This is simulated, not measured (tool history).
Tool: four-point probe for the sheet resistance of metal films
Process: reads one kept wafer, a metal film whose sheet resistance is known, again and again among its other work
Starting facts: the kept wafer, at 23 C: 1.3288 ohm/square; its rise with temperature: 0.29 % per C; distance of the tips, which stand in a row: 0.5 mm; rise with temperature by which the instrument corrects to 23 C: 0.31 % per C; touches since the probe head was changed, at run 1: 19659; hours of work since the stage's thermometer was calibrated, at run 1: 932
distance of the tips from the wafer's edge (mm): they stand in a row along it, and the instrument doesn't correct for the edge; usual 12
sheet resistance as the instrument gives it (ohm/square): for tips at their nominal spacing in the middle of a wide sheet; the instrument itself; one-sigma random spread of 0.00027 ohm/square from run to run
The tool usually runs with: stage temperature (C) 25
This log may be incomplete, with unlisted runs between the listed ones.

run	day	stage temperature (C)	distance of the tips from the wafer's edge (mm)	touches since the probe head was changed	hours of work since the stage's thermometer was calibrated	sheet resistance as the instrument gives it (ohm/square)
1	0.000	25	12	19659	932	1.323969
2	0.800	25	12	19974	946	1.323371
3	2.158	25	12	20511	969	1.323756
4	2.883	25	12	20796	982	1.323504
5	3.958	25	12	21220	1000	1.323608
6	4.833	25	9	21567	1015	1.324976
7	6.221	25	9	22113	1039	1.324526
# day 6.350: stage's thermometer calibrated
8	7.167	25	4	22478	14	1.334039
9	8.329	30	4	22937	34	1.332757
# day 9.450: stage's thermometer calibrated, once more
10	9.738	25	12	23485	5	1.321945
11	10.871	25	12	23931	24	1.322155
12	12.367	24	9	24522	50	1.323840
13	12.988	31	57	24767	61	1.319750
14	14.508	31	34	25366	87	1.320209
15	15.221	19	9	25648	99	1.324190
16	16.108	19	9	25998	114	1.324121
17	17.579	18	58	26578	140	1.322213
18	18.900	29	55	27100	162	1.319667
19	19.958	29	59	27518	181	1.319863

For run 20, what comes out?
20	20.696	26	24	27808	193	?

sheet resistance as the instrument gives it (ohm/square): 1.320684
If the tool had no hidden condition, the same run with the same run-to-run variation would have returned sheet resistance as the instrument gives it (ohm/square) 1.328407.
